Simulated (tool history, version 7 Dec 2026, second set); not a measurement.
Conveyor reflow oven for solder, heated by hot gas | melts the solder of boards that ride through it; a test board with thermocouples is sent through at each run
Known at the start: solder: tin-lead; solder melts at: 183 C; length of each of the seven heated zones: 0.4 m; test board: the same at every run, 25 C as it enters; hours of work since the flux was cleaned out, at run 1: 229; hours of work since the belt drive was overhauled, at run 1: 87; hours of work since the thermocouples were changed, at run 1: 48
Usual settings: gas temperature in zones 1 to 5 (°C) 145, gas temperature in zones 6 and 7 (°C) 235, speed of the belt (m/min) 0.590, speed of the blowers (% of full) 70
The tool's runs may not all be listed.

run,hour,gas temperature in zones 1 to 5 (°C),gas temperature in zones 6 and 7 (°C),speed of the belt (m/min),speed of the blowers (% of full),hours of work since the flux was cleaned out,hours of work since the belt drive was overhauled,hours of work since the thermocouples were changed,highest temperature of the board (°C),time above the solder's melting point (s)
1,0.0,145,235,0.590,70,229,87,48,222.9,68.0
2,14.5,145,235,0.590,70,236,95,55,221.7,68.2
3,31.1,145,235,0.590,61,244,103,64,219.9,66.2
4,38.7,145,235,0.590,61,248,107,68,219.5,65.8
5,49.7,145,235,0.590,61,253,112,73,219.9,65.9
6,66.7,145,235,0.590,61,262,121,82,219.9,65.7
7,83.1,145,235,0.590,61,270,129,90,219.5,66.7
8,95.9,145,235,0.539,61,277,136,96,222.1,74.7
9,103.2,145,235,0.539,61,280,139,100,222.2,74.1
10,119.6,145,235,0.590,73,289,147,108,223.3,68.9
11,131.6,145,235,0.590,70,295,153,114,222.5,68.1
12,144.5,145,235,0.590,70,301,160,121,222.2,68.4
13,153.6,145,235,0.513,70,306,165,125,226.6,82.0
14,162.6,145,235,0.590,70,310,169,130,222.2,67.9
15,176.2,145,235,0.590,59,317,176,137,220.0,65.6
16,184.8,145,235,0.601,70,321,180,141,222.4,66.4
17,197.9,141,238,0.574,77,328,187,147,227.0,71.5
18,206.4,141,235,0.668,78,332,191,152,219.8,57.3

Forecast run 19:
19,218.0,141,235,0.668,78,338,197,158,?,?

{"run 19": {"highest temperature of the board (°C)": 219.6, "time above the solder's melting point (s)": 57.5}}
Without the tool's hidden state the same run would have given highest temperature of the board (°C) 219.8, time above the solder's melting point (s) 57.6.
